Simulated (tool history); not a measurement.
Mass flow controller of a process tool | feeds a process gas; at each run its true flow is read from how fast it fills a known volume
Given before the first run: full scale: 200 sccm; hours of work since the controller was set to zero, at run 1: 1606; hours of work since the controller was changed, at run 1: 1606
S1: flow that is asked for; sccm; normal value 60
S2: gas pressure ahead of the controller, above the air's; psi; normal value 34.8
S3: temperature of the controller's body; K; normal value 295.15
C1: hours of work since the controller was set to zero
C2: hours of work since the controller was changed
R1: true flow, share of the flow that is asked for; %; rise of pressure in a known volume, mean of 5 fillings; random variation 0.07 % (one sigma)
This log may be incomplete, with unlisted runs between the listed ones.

{"run": 1, "hour": 0.0, "S1": 60, "S2": 34.8, "S3": 295.15, "C1": 1606, "C2": 1606, "R1": 97.55}
{"run": 2, "hour": 64.3, "S1": 60, "S2": 34.8, "S3": 295.15, "C1": 1640, "C2": 1640, "R1": 97.39}
{"run": 3, "hour": 110.0, "S1": 60, "S2": 34.8, "S3": 295.15, "C1": 1665, "C2": 1665, "R1": 97.57}
{"run": 4, "hour": 151.2, "S1": 60, "S2": 34.8, "S3": 295.15, "C1": 1687, "C2": 1687, "R1": 97.43}
{"run": 5, "hour": 210.1, "S1": 60, "S2": 34.8, "S3": 295.15, "C1": 1718, "C2": 1718, "R1": 97.34}
{"run": 6, "hour": 257.2, "S1": 60, "S2": 34.8, "S3": 295.15, "C1": 1743, "C2": 1743, "R1": 97.36}
{"run": 7, "hour": 337.1, "S1": 60, "S2": 34.8, "S3": 295.15, "C1": 1786, "C2": 1786, "R1": 97.29}
{"run": 8, "hour": 406.1, "S1": 60, "S2": 25.4, "S3": 295.15, "C1": 1822, "C2": 1822, "R1": 97.68}
{"run": 9, "hour": 457.7, "S1": 60, "S2": 25.4, "S3": 295.15, "C1": 1850, "C2": 1850, "R1": 97.64}
{"run": 10, "hour": 497.7, "S1": 60, "S2": 36.1, "S3": 295.15, "C1": 1871, "C2": 1871, "R1": 97.03}
{"run": 11, "hour": 544.9, "S1": 60, "S2": 36.1, "S3": 295.15, "C1": 1896, "C2": 1896, "R1": 97.21}
{"run": 12, "hour": 600.1, "S1": 60, "S2": 36.1, "S3": 295.15, "C1": 1926, "C2": 1926, "R1": 97.03}
{"run": 13, "hour": 650.4, "S1": 60, "S2": 36.1, "S3": 295.15, "C1": 1952, "C2": 1952, "R1": 96.89}
{"run": 14, "hour": 691.4, "S1": 60, "S2": 36.1, "S3": 295.15, "C1": 1974, "C2": 1974, "R1": 97.07}
{"run": 15, "hour": 733.5, "S1": 109, "S2": 24.9, "S3": 302.15, "C1": 1997, "C2": 1997, "R1": 97.93}
{"run": 16, "hour": 781.3, "S1": 96, "S2": 34.8, "S3": 294.15, "C1": 2022, "C2": 2022, "R1": 97.54}
{"run": 17, "hour": 821.9, "S1": 113, "S2": 22.5, "S3": 312.15, "C1": 2044, "C2": 2044, "R1": 97.53}
{"run": 18, "hour": 870.4, "S1": 113, "S2": 22.5, "S3": 312.15, "C1": 2069, "C2": 2069, "R1": 97.52}
{"run": 19, "hour": 936.0, "S1": 30, "S2": 22.5, "S3": 295.15, "C1": 2104, "C2": 2104, "R1": 96.87}
{"run": 20, "hour": 1013.8, "S1": 20, "S2": 22.3, "S3": 297.15, "C1": 2146, "C2": 2146, "R1": 96.61}
{"run": 21, "hour": 1080.9, "S1": 36, "S2": 20.7, "S3": 295.15, "C1": 2182, "C2": 2182, "R1": 97.02}
{"hour": 1087.5, "done": "gauge calibrated"}
{"run": 22, "hour": 1118.3, "S1": 60, "S2": 33.6, "S3": 296.15, "C1": 2201, "C2": 2201, "R1": 97.51}
{"run": 23, "hour": 1178.4, "S1": 60, "S2": 33.6, "S3": 296.15, "C1": 2233, "C2": 2233, "R1": 97.43}
{"run": 24, "hour": 1240.3, "S1": 60, "S2": 33.6, "S3": 300.15, "C1": 2266, "C2": 2266, "R1": 97.28}
{"run": 25, "hour": 1292.6, "S1": 63, "S2": 26.5, "S3": 301.15, "C1": 2294, "C2": 2294, "R1": 97.47}
{"run": 26, "hour": 1336.2, "S1": 45, "S2": 31.0, "S3": 295.15, "C1": 2317, "C2": 2317, "R1": 97.31}
{"run": 27, "hour": 1401.8, "S1": 101, "S2": 36.8, "S3": 295.15, "C1": 2352, "C2": 2352, "R1": 97.89}

5 options for the next run, each taken on its own from the tool as it stands now. Forecast them:
{"run": "A", "hour": 1447.7, "S1": 101, "S2": 36.8, "S3": 311.15, "C1": 2377, "C2": 2377, "R1": "?"}
{"run": "B", "hour": 1447.7, "S1": 31, "S2": 36.8, "S3": 298.15, "C1": 2377, "C2": 2377, "R1": "?"}
{"run": "C", "hour": 1447.7, "S1": 75, "S2": 33.4, "S3": 294.15, "C1": 2377, "C2": 2377, "R1": "?"}
{"run": "D", "hour": 1447.7, "S1": 86, "S2": 25.5, "S3": 301.15, "C1": 2377, "C2": 2377, "R1": "?"}
{"run": "E", "hour": 1447.7, "S1": 66, "S2": 34.8, "S3": 300.15, "C1": 2377, "C2": 2377, "R1": "?"}

run=A R1=97.10
run=B R1=96.63
run=C R1=97.50
run=D R1=97.81
run=E R1=97.11
With no hidden state in the tool, these same runs would have given:
run=A R1=97.41
run=B R1=96.92
run=C R1=97.81
run=D R1=98.12
run=E R1=97.42

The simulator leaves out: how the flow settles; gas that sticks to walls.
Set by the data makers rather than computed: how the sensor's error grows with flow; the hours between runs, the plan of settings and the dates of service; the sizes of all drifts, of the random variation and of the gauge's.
